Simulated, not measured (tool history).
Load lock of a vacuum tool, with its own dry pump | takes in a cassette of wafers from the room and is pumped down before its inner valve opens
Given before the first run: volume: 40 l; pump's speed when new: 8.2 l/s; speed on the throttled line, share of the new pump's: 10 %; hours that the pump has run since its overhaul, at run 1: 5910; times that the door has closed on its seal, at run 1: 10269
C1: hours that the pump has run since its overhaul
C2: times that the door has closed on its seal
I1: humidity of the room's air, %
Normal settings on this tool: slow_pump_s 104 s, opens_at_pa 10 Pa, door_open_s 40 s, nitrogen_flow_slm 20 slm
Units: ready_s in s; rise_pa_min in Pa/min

run 1 day=0 | slow_pump_s=104 opens_at_pa=10 door_open_s=40 nitrogen_flow_slm=20 | C1=5910 C2=10269 | I1=45.3 | ready_s=142.1 rise_pa_min=0.064
run 2 day=11.921 | slow_pump_s=104 opens_at_pa=10 door_open_s=40 nitrogen_flow_slm=13 | C1=6197 C2=11231 | I1=45.6 | ready_s=143.6 rise_pa_min=0.08
run 3 day=19.554 | slow_pump_s=104 opens_at_pa=10 door_open_s=40 nitrogen_flow_slm=13 | C1=6380 C2=11847 | I1=48 | ready_s=142.5 rise_pa_min=0.085
run 4 day=36.183 | slow_pump_s=104 opens_at_pa=10 door_open_s=40 nitrogen_flow_slm=13 | C1=6779 C2=13189 | I1=45.3 | ready_s=144.3 rise_pa_min=0.091
run 5 day=51.904 | slow_pump_s=104 opens_at_pa=10 door_open_s=40 nitrogen_flow_slm=13 | C1=7156 C2=14457 | I1=41.9 | ready_s=144.7 rise_pa_min=0.086
run 6 day=66.054 | slow_pump_s=104 opens_at_pa=10 door_open_s=40 nitrogen_flow_slm=13 | C1=7496 C2=15599 | I1=45.6 | ready_s=145.8 rise_pa_min=0.101
run 7 day=75.758 | slow_pump_s=104 opens_at_pa=10 door_open_s=40 nitrogen_flow_slm=38 | C1=7729 C2=16382 | I1=45.7 | ready_s=143.2 rise_pa_min=0.095
run 8 day=84.7 | slow_pump_s=104 opens_at_pa=10 door_open_s=40 nitrogen_flow_slm=38 | C1=7943 C2=17104 | I1=37.4 | ready_s=143.9 rise_pa_min=0.085
run 9 day=94.588 | slow_pump_s=104 opens_at_pa=10 door_open_s=82 nitrogen_flow_slm=38 | C1=8181 C2=17901 | I1=45.4 | ready_s=144.1 rise_pa_min=0.112
run 10 day=105.454 | slow_pump_s=104 opens_at_pa=10 door_open_s=78 nitrogen_flow_slm=20 | C1=8441 C2=18778 | I1=48.2 | ready_s=144 rise_pa_min=0.134
run 11 day=113.504 | slow_pump_s=104 opens_at_pa=10 door_open_s=78 nitrogen_flow_slm=20 | C1=8635 C2=19428 | I1=44.9 | ready_s=145.3 rise_pa_min=0.136
run 12 day=123.658 | slow_pump_s=135 opens_at_pa=10 door_open_s=78 nitrogen_flow_slm=20 | C1=8878 C2=20247 | I1=45.6 | ready_s=172.2 rise_pa_min=0.144
run 13 day=137.038 | slow_pump_s=135 opens_at_pa=10 door_open_s=78 nitrogen_flow_slm=20 | C1=9199 C2=21327 | I1=46.4 | ready_s=173.4 rise_pa_min=0.153
run 14 day=149.142 | slow_pump_s=151 opens_at_pa=10 door_open_s=40 nitrogen_flow_slm=20 | C1=9490 C2=22303 | I1=47.2 | ready_s=187.1 rise_pa_min=0.132
run 15 day=161.492 | slow_pump_s=116 opens_at_pa=15 door_open_s=117 nitrogen_flow_slm=20 | C1=9786 C2=23300 | I1=44 | ready_s=153.4 rise_pa_min=0.181
run 16 day=177.846 | slow_pump_s=190 opens_at_pa=15 door_open_s=117 nitrogen_flow_slm=20 | C1=10179 C2=24619 | I1=46.1 | ready_s=217.7 rise_pa_min=0.188
run 17 day=193.458 | slow_pump_s=190 opens_at_pa=15 door_open_s=117 nitrogen_flow_slm=20 | C1=10553 C2=25879 | I1=44.6 | ready_s=219.7 rise_pa_min=0.193
run 18 day=209.5 | slow_pump_s=190 opens_at_pa=15 door_open_s=117 nitrogen_flow_slm=20 | C1=10938 C2=27174 | I1=47.6 | ready_s=221.7 rise_pa_min=0.208
run 19 day=223.508 | slow_pump_s=188 opens_at_pa=10 door_open_s=49 nitrogen_flow_slm=13 | C1=11275 C2=28304 | I1=45.9 | ready_s=220.8 rise_pa_min=0.186

Alternative continuations, all from the tool just after run 19; predict every row:
run A day=235.367 | slow_pump_s=94 opens_at_pa=19 door_open_s=40 nitrogen_flow_slm=8 | C1=11559 C2=29261 | I1=45.5 | ready_s=? rise_pa_min=?
run B day=235.367 | slow_pump_s=188 opens_at_pa=13 door_open_s=49 nitrogen_flow_slm=13 | C1=11559 C2=29261 | I1=45.6 | ready_s=? rise_pa_min=?
run C day=235.367 | slow_pump_s=74 opens_at_pa=10 door_open_s=27 nitrogen_flow_slm=6 | C1=11559 C2=29261 | I1=44.9 | ready_s=? rise_pa_min=?

run=A ready_s=134.8 rise_pa_min=0.19
run=B ready_s=220 rise_pa_min=0.19
run=C ready_s=122 rise_pa_min=0.189
The same runs, with their run-to-run variation unchanged, on a tool lacking any hidden condition would have given:
run=A ready_s=127.7 rise_pa_min=0.046
run=B ready_s=214.5 rise_pa_min=0.048
run=C ready_s=113.6 rise_pa_min=0.046
